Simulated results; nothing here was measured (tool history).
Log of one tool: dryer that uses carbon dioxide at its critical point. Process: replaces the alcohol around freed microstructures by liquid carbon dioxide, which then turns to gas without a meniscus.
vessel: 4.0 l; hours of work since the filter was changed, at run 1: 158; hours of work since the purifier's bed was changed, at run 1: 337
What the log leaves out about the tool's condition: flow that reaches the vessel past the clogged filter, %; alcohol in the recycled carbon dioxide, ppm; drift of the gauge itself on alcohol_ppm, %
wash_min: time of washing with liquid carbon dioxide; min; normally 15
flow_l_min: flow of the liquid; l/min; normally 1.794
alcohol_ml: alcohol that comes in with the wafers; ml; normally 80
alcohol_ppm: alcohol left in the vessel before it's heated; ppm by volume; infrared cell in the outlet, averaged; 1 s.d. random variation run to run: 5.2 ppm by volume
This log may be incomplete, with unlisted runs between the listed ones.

run,hour,wash_min,flow_l_min,alcohol_ml,hours of work since the filter was changed,hours of work since the purifier's bed was changed,alcohol_ppm
1,0.0,15,1.794,80,158,337,206
2,30.4,15,1.794,80,181,360,213
3,48.9,15,1.794,80,195,374,220
4,82.7,15,1.794,80,221,400,236
5,114.1,15,1.794,80,245,424,240
# hour 142.8: inlet filter changed
6,150.8,15,1.794,80,6,451,183
7,172.4,15,1.794,80,23,468,198
8,213.5,13,1.794,80,54,499,321
9,245.8,13,1.794,80,78,523,334
10,281.1,15,2.260,80,105,550,152
11,303.1,15,2.260,80,122,567,147
12,326.2,15,2.260,80,139,585,170
13,357.1,15,2.260,80,163,608,173
14,380.6,15,2.260,80,181,626,174
15,419.3,15,1.794,24,210,655,182
16,442.2,15,1.794,80,228,673,312
17,468.5,15,1.794,80,248,693,302
# hour 494.0: inlet filter changed
18,512.3,15,1.794,80,14,725,247
# hour 518.8: purifier's bed changed
19,539.6,15,1.794,80,32,16,99
20,572.1,15,2.990,80,57,41,20
21,602.5,13,2.840,103,80,64,44
22,626.6,13,2.840,103,99,82,47
23,647.2,15,1.920,87,114,98,112
24,682.5,15,2.390,24,141,124,40
25,702.2,15,2.390,24,156,139,46
26,725.9,15,2.390,24,174,157,53
27,748.9,15,1.540,47,192,175,224
28,782.1,15,2.410,44,217,200,62
29,811.1,12,1.390,80,239,222,1074
# hour 845.5: inlet filter changed
30,845.5,11,2.420,21,0,248,78
31,879.3,11,2.420,21,26,273,89
32,900.1,15,1.794,40,42,289,121
33,934.0,15,2.920,88,67,315,74
34,967.3,15,1.770,51,93,340,156
35,992.5,12,1.794,46,112,359,276
36,1020.5,11,1.130,24,133,381,668
37,1053.0,19,1.420,48,158,405,165
38,1093.5,12,1.420,24,189,436,369
39,1115.2,12,1.420,24,205,453,373
40,1143.7,22,1.420,21,227,474,133

A few steps of alcohol_ppm between consecutive runs. Split each: what settings, incoming material and random variation would produce without the hidden state, and what is left over for the hidden state, along with gauge scatter present in only one of the two compared results (measured, and without hidden state):
Run 18 -> 19: purifier's bed changed. alcohol_ppm -148 ppm by volume: hidden state -142, all else -6.
Run 28 -> 29: wash_min 15 -> 12, flow_l_min 2.410 -> 1.390, alcohol_ml 44 -> 80. alcohol_ppm +1012 ppm by volume: hidden state +358, all else +654.
Run 29 -> 30: wash_min 12 -> 11, flow_l_min 1.390 -> 2.420, alcohol_ml 80 -> 21, inlet filter changed. alcohol_ppm -996 ppm by volume: hidden state -356, all else -640.
Run 36 -> 37: wash_min 11 -> 19, flow_l_min 1.130 -> 1.420, alcohol_ml 24 -> 48. alcohol_ppm -503 ppm by volume: hidden state -68, all else -435.

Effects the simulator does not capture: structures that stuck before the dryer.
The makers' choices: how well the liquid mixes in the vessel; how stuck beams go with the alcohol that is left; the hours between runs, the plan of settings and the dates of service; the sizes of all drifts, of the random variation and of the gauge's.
